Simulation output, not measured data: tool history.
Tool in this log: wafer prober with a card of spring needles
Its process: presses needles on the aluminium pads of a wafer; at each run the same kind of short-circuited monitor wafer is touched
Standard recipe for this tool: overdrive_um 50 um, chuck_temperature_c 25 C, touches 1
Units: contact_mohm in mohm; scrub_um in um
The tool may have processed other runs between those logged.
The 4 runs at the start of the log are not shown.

run,hour,overdrive_um,chuck_temperature_c,touches,touches since the tips were cleaned,cleanings since the card got new needles,touches since the first contact's height was set,contact_mohm,scrub_um
# hour 98.1: tips cleaned on abrasive film
# hour 111.5: tips cleaned on abrasive film
5,122.7,50,25,1,6762,92,122299,165,10.92
# hour 124.9: tips cleaned on abrasive film
# hour 138.9: tips cleaned on abrasive film
# hour 141.4: height of the first contact set anew
6,144.4,50,25,1,3130,94,1804,166,10.96
# hour 151.5: tips cleaned on abrasive film
# hour 165.8: tips cleaned on abrasive film
7,165.8,50,33,1,0,96,14632,165,10.99
# hour 181.0: tips cleaned on abrasive film
8,189.8,50,33,1,5363,97,29129,164,11.03
# hour 195.3: tips cleaned on abrasive film
# hour 209.9: tips cleaned on abrasive film
9,213.3,50,25,3,2060,99,43196,162,11.04
# hour 223.0: tips cleaned on abrasive film
# hour 237.0: tips cleaned on abrasive film
10,246.9,50,25,1,5988,101,63398,162,10.98
# hour 251.8: tips cleaned on abrasive film
# hour 265.6: tips cleaned on abrasive film
11,269.2,50,25,1,2185,103,76772,164,11.07
# hour 279.7: tips cleaned on abrasive film
# hour 294.5: tips cleaned on abrasive film
12,297.5,46,25,1,1809,105,93807,164,10.14
# hour 308.9: tips cleaned on abrasive film
# hour 322.8: tips cleaned on abrasive film
13,328.3,50,46,1,3335,107,112337,164,11.04
# hour 335.2: tips cleaned on abrasive film
# hour 349.5: tips cleaned on abrasive film
14,349.5,50,46,1,0,109,124998,168,11.08
# hour 362.9: tips cleaned on abrasive film
# hour 363.2: height of the first contact set anew
# hour 377.0: tips cleaned on abrasive film
# hour 389.8: tips cleaned on abrasive film
15,389.8,50,46,1,0,112,15941,167,11.05
# hour 403.7: tips cleaned on abrasive film
# hour 417.7: tips cleaned on abrasive film
16,425.8,50,46,1,4897,114,37612,167,11.09
# hour 430.4: tips cleaned on abrasive film
# hour 443.0: tips cleaned on abrasive film
17,448.1,48,61,2,3050,116,50979,170,10.67

Forecast run 18:
# hour 456.7: tips cleaned on abrasive film
# hour 469.6: tips cleaned on abrasive film
18,478.4,48,61,2,5320,118,69219,?,?

Run 18 measured contact_mohm 169 mohm, scrub_um 10.68 um.
Without the tool's hidden state the same run would have given contact_mohm 168 mohm, scrub_um 10.48 um.
